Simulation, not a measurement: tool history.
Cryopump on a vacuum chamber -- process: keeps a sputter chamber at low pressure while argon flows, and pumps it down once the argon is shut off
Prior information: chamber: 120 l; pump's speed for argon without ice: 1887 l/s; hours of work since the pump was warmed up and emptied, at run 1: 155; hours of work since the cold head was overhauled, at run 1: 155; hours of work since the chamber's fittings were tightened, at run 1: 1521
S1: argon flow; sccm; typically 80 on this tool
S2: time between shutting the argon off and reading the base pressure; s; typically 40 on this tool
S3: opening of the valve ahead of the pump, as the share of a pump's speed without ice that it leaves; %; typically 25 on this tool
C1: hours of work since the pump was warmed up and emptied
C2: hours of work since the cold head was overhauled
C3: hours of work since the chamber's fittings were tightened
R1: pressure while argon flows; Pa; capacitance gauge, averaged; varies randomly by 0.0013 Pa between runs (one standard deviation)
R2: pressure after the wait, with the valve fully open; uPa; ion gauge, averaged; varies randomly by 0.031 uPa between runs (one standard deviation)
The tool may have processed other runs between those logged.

| run | hour | S1 | S2 | S3 | C1 | C2 | C3 | R1 | R2 |
|---|---|---|---|---|---|---|---|---|---|
| 1 | 0 | 80 | 40 | 25 | 155 | 155 | 1521 | 0.2909 | 2.47 |
| 2 | 16 | 80 | 40 | 34 | 169 | 169 | 1535 | 0.2155 | 2.49 |
| 3 | 29.2 | 80 | 40 | 34 | 181 | 181 | 1547 | 0.2138 | 2.43 |
| 4 | 39.7 | 80 | 40 | 41 | 191 | 191 | 1556 | 0.1774 | 2.36 |
| 5 | 49.1 | 64 | 40 | 41 | 199 | 199 | 1565 | 0.1426 | 2.47 |
| 6 | 60.1 | 64 | 40 | 17 | 209 | 209 | 1574 | 0.3409 | 2.47 |
| 7 | 68.9 | 65 | 40 | 17 | 216 | 216 | 1582 | 0.3474 | 2.42 |
| 8 | 77 | 80 | 40 | 25 | 224 | 224 | 1589 | 0.2901 | 2.45 |
| 9 | 90.4 | 80 | 40 | 25 | 236 | 236 | 1601 | 0.2931 | 2.49 |
| 10 | 98.4 | 80 | 40 | 25 | 243 | 243 | 1609 | 0.2914 | 2.5 |
| 11 | 111.1 | 80 | 40 | 25 | 254 | 254 | 1620 | 0.2941 | 2.58 |
| 12 | 125.4 | 80 | 40 | 25 | 267 | 267 | 1632 | 0.2914 | 2.55 |
| 13 | 141.4 | 80 | 40 | 25 | 281 | 281 | 1647 | 0.2936 | 2.49 |
| 14 | 150.5 | 80 | 40 | 25 | 289 | 289 | 1655 | 0.2953 | 2.63 |
| 15 | 163.8 | 80 | 40 | 25 | 301 | 301 | 1667 | 0.2931 | 2.51 |
| 16 | 177.1 | 35 | 40 | 25 | 313 | 313 | 1679 | 0.1295 | 2.57 |
| 17 | 192.8 | 35 | 40 | 25 | 327 | 327 | 1692 | 0.1279 | 2.57 |
| 18 | 205.1 | 35 | 40 | 25 | 338 | 338 | 1703 | 0.1288 | 2.52 |
| 19 | 221 | 50 | 20 | 25 | 352 | 352 | 1718 | 0.1829 | 3.96 |
| 20 | 230.1 | 73 | 30 | 46 | 360 | 360 | 1726 | 0.1489 | 3.08 |
| 21 | 237.9 | 91 | 40 | 46 | 367 | 367 | 1733 | 0.1878 | 2.58 |
| 22 | 244.5 | 91 | 117 | 29 | 373 | 373 | 1738 | 0.2899 | 1.71 |
| 23 | 259 | 80 | 44 | 29 | 386 | 386 | 1751 | 0.2565 | 2.46 |
| 24 | 269.1 | 80 | 44 | 29 | 394 | 394 | 1760 | 0.2535 | 2.53 |
| 25 | 280.6 | 80 | 268 | 29 | 405 | 405 | 1771 | 0.2543 | 1.45 |
| 26 | 289.5 | 53 | 41 | 16 | 413 | 413 | 1778 | 0.3023 | 2.62 |
| 27 | 299.9 | 80 | 40 | 20 | 422 | 422 | 1788 | 0.3697 | 2.69 |
| 28 | 314.3 | 80 | 40 | 20 | 435 | 435 | 1801 | 0.3675 | 2.63 |
| 29 | 326 | 46 | 98 | 20 | 445 | 445 | 1811 | 0.2111 | 1.86 |
| 30 | 333.1 | 53 | 57 | 58 | 451 | 451 | 1817 | 0.0888 | 2.29 |
| 31 | 341.8 | 111 | 50 | 59 | 459 | 459 | 1825 | 0.1834 | 2.34 |
| 32 | 349.2 | 90 | 40 | 28 | 466 | 466 | 1832 | 0.2996 | 2.67 |
| 33 | 360.8 | 47 | 40 | 34 | 476 | 476 | 1842 | 0.1287 | 2.66 |
| 34 | 369.1 | 107 | 213 | 25 | 483 | 483 | 1849 | 0.3944 | 1.59 |

Below are 3 alternative next runs, each starting from the tool's condition after run 34. Predict each:
| A | 381.9 | 48 | 40 | 25 | 495 | 495 | 1861 | ? | ? |
| B | 381.9 | 45 | 254 | 29 | 495 | 495 | 1861 | ? | ? |
| C | 381.9 | 135 | 178 | 25 | 495 | 495 | 1861 | ? | ? |

| run | R1 | R2 |
|---|---|---|
| A | 0.1799 | 2.69 |
| B | 0.1455 | 1.56 |
| C | 0.5004 | 1.63 |
Stripped of hidden state, with their random variation kept, the same runs would have yielded:
| run | R1 | R2 |
|---|---|---|
| A | 0.1731 | 1.55 |
| B | 0.1391 | 0.41 |
| C | 0.4814 | 0.47 |

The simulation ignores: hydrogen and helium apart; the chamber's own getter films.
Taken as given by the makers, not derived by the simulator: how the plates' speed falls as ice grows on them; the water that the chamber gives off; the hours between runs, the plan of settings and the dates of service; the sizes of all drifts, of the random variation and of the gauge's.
